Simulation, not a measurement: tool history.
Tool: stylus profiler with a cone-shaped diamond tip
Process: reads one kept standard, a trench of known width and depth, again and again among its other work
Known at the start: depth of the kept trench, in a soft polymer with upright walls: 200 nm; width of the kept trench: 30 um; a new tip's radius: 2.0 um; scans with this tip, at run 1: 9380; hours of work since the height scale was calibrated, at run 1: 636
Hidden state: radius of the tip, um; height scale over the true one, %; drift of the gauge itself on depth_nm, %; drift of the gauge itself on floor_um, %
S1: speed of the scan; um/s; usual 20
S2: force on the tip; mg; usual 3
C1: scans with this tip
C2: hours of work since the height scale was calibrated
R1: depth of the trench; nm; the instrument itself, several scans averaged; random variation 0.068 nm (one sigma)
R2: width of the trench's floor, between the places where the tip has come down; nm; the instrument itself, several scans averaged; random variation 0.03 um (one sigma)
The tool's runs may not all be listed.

run	hour	S1	S2	C1	C2	R1	R2
1	0	20	3	9380	636	203.02	28110
2	28.8	20	3	9611	652	203	28100
3	77.5	20	3	10002	678	203.02	28160
4	117.1	20	3	10319	700	202.95	28160
5	169	20	3	10736	728	203.09	28140
6	217	20	3	11121	754	203.09	28130
7	269.7	20	3	11544	783	202.95	28090
8	294.6	20	1.48	11743	797	201.89	28060
9	333.1	20	1.48	12052	818	201.87	28060
10	388.1	20	1.48	12493	847	201.85	28080
11	412.7	20	1.48	12690	861	201.83	28110
12	459.1	57	1.48	13063	886	201.89	27760
# hour 469.3: height scale calibrated on a step standard
13	512	57	1.48	13482	23	201.75	27810
14	546.2	57	1.48	13757	42	201.83	27750
15	573	43	3	13972	56	202.97	28000
16	607.3	43	3	14247	75	202.9	28030
17	641.4	43	3	14521	94	203.03	27990
18	695.4	20	3.22	14954	123	203.05	28090
19	721.1	74	3	15160	137	203.08	27820
20	767.3	6	2.83	15530	162	202.88	28220
21	818.3	8	3	15939	190	202.94	28220
22	845	8	3	16154	204	203	28210
23	894.4	8	3	16550	231	203.02	28220
24	940.8	6	1.82	16922	257	202.17	28190
25	970.9	59	1.82	17163	273	202.19	27880
26	1005.6	59	1.82	17442	292	202.12	27810
27	1029.1	6	3.35	17630	305	203.21	28210
28	1052.1	6	3.35	17815	317	203.24	28240
29	1083.1	6	3.35	18063	334	203.22	28220
30	1119.8	6	3.35	18358	354	203.24	28200
31	1158.5	20	2.07	18668	375	202.34	28090
32	1205.7	29	3.63	19046	401	203.35	28130
33	1230.1	6	3.61	19242	414	203.44	28200
34	1272.3	6	3.61	19580	437	203.49	28190
35	1322.1	35	1.12	19980	464	201.48	27950
36	1358.4	35	1.12	20271	484	201.55	27900
37	1410.3	9	1.47	20687	512	201.96	28110

Forecast each of these 4 alternatives for the next run:
A	1443	8	2.84	20950	530	?	?
B	1443	13	1.47	20950	530	?	?
C	1443	7	2.28	20950	530	?	?
D	1443	48	2.7	20950	530	?	?

run	R1	R2
A	202.76	28190
B	201.91	28090
C	202.52	28230
D	202.78	27960
Without the tool's hidden state the same runs would have given:
run	R1	R2
A	202.75	28200
B	201.9	28110
C	202.52	28240
D	202.78	27980
